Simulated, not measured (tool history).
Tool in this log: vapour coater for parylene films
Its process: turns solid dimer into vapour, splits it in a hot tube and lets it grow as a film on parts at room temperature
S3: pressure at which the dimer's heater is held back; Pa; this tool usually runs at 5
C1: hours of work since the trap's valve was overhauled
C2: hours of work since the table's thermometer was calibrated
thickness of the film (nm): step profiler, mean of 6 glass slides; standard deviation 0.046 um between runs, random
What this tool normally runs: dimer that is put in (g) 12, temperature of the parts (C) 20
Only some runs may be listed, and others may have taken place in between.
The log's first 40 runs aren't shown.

{"run": 41, "day": 34.321, "dimer that is put in (g)": 9, "temperature of the parts (C)": 13, "S3": 4.31, "C1": 131, "C2": 591, "thickness of the film (nm)": 4800}
{"run": 42, "day": 35.142, "dimer that is put in (g)": 12, "temperature of the parts (C)": 22, "S3": 5.27, "C1": 142, "C2": 602, "thickness of the film (nm)": 5210}
{"run": 43, "day": 35.929, "dimer that is put in (g)": 12, "temperature of the parts (C)": 22, "S3": 5.27, "C1": 152, "C2": 612, "thickness of the film (nm)": 5170}
{"run": 44, "day": 36.746, "dimer that is put in (g)": 13, "temperature of the parts (C)": 21, "S3": 4.37, "C1": 162, "C2": 622, "thickness of the film (nm)": 5900}
{"run": 45, "day": 37.425, "dimer that is put in (g)": 13, "temperature of the parts (C)": 21, "S3": 4.37, "C1": 171, "C2": 631, "thickness of the film (nm)": 5840}
{"run": 46, "day": 37.962, "dimer that is put in (g)": 17, "temperature of the parts (C)": 14, "S3": 4.43, "C1": 178, "C2": 638, "thickness of the film (nm)": 8640}
{"run": 47, "day": 38.917, "dimer that is put in (g)": 12, "temperature of the parts (C)": 25, "S3": 2.52, "C1": 190, "C2": 650, "thickness of the film (nm)": 5600}
{"run": 48, "day": 39.529, "dimer that is put in (g)": 12, "temperature of the parts (C)": 18, "S3": 6.11, "C1": 198, "C2": 658, "thickness of the film (nm)": 5350}

Below are 3 alternative next runs, each starting from the tool's condition after run 48. Predict each:
{"run": "A", "day": 40.179, "dimer that is put in (g)": 12, "temperature of the parts (C)": 20, "S3": 2.2, "C1": 206, "C2": 666, "thickness of the film (nm)": "?"}
{"run": "B", "day": 40.179, "dimer that is put in (g)": 9, "temperature of the parts (C)": 27, "S3": 6.11, "C1": 206, "C2": 666, "thickness of the film (nm)": "?"}
{"run": "C", "day": 40.179, "dimer that is put in (g)": 12, "temperature of the parts (C)": 26, "S3": 2.9, "C1": 206, "C2": 666, "thickness of the film (nm)": "?"}

run=A thickness_of_the_film_(nm)=6160
run=B thickness_of_the_film_(nm)=3410
run=C thickness_of_the_film_(nm)=5300
With no hidden state in the tool, these same runs would have given:
run=A thickness_of_the_film_(nm)=6350
run=B thickness_of_the_film_(nm)=3510
run=C thickness_of_the_film_(nm)=5470

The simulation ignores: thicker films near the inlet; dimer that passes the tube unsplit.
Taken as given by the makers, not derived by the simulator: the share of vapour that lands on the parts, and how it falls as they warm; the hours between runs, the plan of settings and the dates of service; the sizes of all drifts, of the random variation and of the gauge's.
